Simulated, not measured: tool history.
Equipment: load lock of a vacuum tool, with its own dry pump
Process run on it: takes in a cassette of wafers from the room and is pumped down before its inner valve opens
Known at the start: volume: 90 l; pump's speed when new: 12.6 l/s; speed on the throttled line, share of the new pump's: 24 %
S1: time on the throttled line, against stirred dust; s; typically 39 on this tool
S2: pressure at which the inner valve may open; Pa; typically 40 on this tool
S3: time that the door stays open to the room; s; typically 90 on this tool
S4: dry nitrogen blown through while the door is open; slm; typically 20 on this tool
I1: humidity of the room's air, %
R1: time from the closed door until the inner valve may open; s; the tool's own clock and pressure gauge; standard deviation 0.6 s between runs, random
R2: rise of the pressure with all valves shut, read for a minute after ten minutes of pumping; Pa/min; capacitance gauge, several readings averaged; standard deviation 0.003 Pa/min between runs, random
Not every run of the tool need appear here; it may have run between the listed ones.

run 1 hour=0 | S1=39 S2=40 S3=90 S4=20 | I1=43.9 | R1=85.7 R2=0.449
run 2 hour=258.2 | S1=39 S2=40 S3=90 S4=20 | I1=44.2 | R1=86.4 R2=0.464
run 3 hour=691.5 | S1=39 S2=40 S3=90 S4=11 | I1=43.2 | R1=86.3 R2=0.481
run 4 hour=1072.1 | S1=39 S2=40 S3=70 S4=20 | I1=46 | R1=88 R2=0.494
run 5 hour=1311.2 | S1=39 S2=40 S3=98 S4=20 | I1=46.4 | R1=87.9 R2=0.513
-- hour=1474.9 door's seal changed, seat wiped
run 6 hour=1689.1 | S1=39 S2=40 S3=90 S4=20 | I1=47.8 | R1=87.9 R2=0.021
run 7 hour=1949.6 | S1=39 S2=40 S3=90 S4=20 | I1=43.3 | R1=87.7 R2=0.02
run 8 hour=2256.1 | S1=39 S2=40 S3=93 S4=20 | I1=41.7 | R1=88.3 R2=0.029
run 9 hour=2589.8 | S1=39 S2=40 S3=93 S4=20 | I1=45 | R1=88.7 R2=0.035
run 10 hour=3001.2 | S1=39 S2=40 S3=90 S4=20 | I1=44.9 | R1=88.9 R2=0.037
run 11 hour=3406.6 | S1=39 S2=40 S3=90 S4=20 | I1=45.7 | R1=89.8 R2=0.044
run 12 hour=3723.1 | S1=44 S2=40 S3=90 S4=20 | I1=44.1 | R1=93.7 R2=0.052
run 13 hour=3961.9 | S1=39 S2=40 S3=90 S4=31 | I1=46 | R1=90.1 R2=0.052
run 14 hour=4199.4 | S1=39 S2=40 S3=90 S4=20 | I1=46.4 | R1=91 R2=0.062
run 15 hour=4514 | S1=39 S2=40 S3=90 S4=20 | I1=43.7 | R1=90.7 R2=0.063
run 16 hour=4701.3 | S1=39 S2=47 S3=90 S4=20 | I1=47.1 | R1=90.3 R2=0.072
run 17 hour=5060.7 | S1=39 S2=64 S3=90 S4=36 | I1=46.4 | R1=88.2 R2=0.068
run 18 hour=5451.7 | S1=39 S2=64 S3=90 S4=36 | I1=48.9 | R1=88.7 R2=0.078
run 19 hour=5789.8 | S1=26 S2=57 S3=51 S4=20 | I1=47.1 | R1=80.1 R2=0.084
run 20 hour=6102.7 | S1=34 S2=64 S3=90 S4=20 | I1=43.6 | R1=86.7 R2=0.097
run 21 hour=6443.8 | S1=70 S2=37 S3=90 S4=19 | I1=46.9 | R1=116.4 R2=0.102
run 22 hour=6633.3 | S1=70 S2=37 S3=90 S4=19 | I1=45.1 | R1=116 R2=0.11
run 23 hour=6910.8 | S1=70 S2=37 S3=90 S4=19 | I1=40 | R1=116.9 R2=0.116
run 24 hour=7091.9 | S1=46 S2=28 S3=33 S4=16 | I1=44.3 | R1=103.1 R2=0.111
run 25 hour=7284.3 | S1=46 S2=28 S3=33 S4=16 | I1=43.7 | R1=102.7 R2=0.125
run 26 hour=7567.6 | S1=46 S2=28 S3=33 S4=16 | I1=40.5 | R1=103.1 R2=0.122
run 27 hour=7964.7 | S1=21 S2=40 S3=90 S4=14 | I1=44.1 | R1=82.6 R2=0.147
run 28 hour=8148.9 | S1=61 S2=42 S3=90 S4=14 | I1=44.6 | R1=110.4 R2=0.155
run 29 hour=8559.2 | S1=64 S2=29 S3=83 S4=14 | I1=47.2 | R1=117.6 R2=0.163
run 30 hour=8839.3 | S1=63 S2=29 S3=178 S4=14 | I1=44.6 | R1=115.6 R2=0.191
run 31 hour=9107.4 | S1=39 S2=40 S3=59 S4=18 | I1=44.4 | R1=97.3 R2=0.177
run 32 hour=9297.3 | S1=39 S2=59 S3=99 S4=18 | I1=43.7 | R1=93 R2=0.185

Subtracting, for every run, the result it would have given without the tool's unlogged condition from the measured result gives the following. The same run-to-run variation enters both numbers; the gauge's scatter may not:
Hidden state present: pump's speed, % of a new pump's; leak at the door's seal, Pa l/s; drift of the gauge itself on ready_s, %; drift of the gauge itself on rise_pa_min, %.
run=1 R1=-0.1 R2=+0.426
run=2 R1=+0.1 R2=+0.441
run=3 R1=+0.6 R2=+0.457
run=4 R1=+1 R2=+0.474
run=5 R1=+1.3 R2=+0.49
run=6 R1=+1.7 R2=+0.002
run=7 R1=+2 R2=+0.004
run=8 R1=+2.3 R2=+0.009
run=9 R1=+2.7 R2=+0.013
run=10 R1=+3.1 R2=+0.018
run=11 R1=+3.6 R2=+0.025
run=12 R1=+3.9 R2=+0.029
run=13 R1=+4.2 R2=+0.034
run=14 R1=+4.6 R2=+0.037
run=15 R1=+4.9 R2=+0.042
run=16 R1=+5.1 R2=+0.046
run=17 R1=+5.2 R2=+0.053
run=18 R1=+5.7 R2=+0.06
run=19 R1=+6.7 R2=+0.068
run=20 R1=+6.9 R2=+0.076
run=21 R1=+6.4 R2=+0.083
run=22 R1=+6.7 R2=+0.087
run=23 R1=+6.9 R2=+0.096
run=24 R1=+8.8 R2=+0.1
run=25 R1=+9 R2=+0.105
run=26 R1=+9.4 R2=+0.111
run=27 R1=+10.6 R2=+0.123
run=28 R1=+8.7 R2=+0.133
run=29 R1=+9.9 R2=+0.141
run=30 R1=+10.3 R2=+0.15
run=31 R1=+11.5 R2=+0.157
run=32 R1=+10.9 R2=+0.166
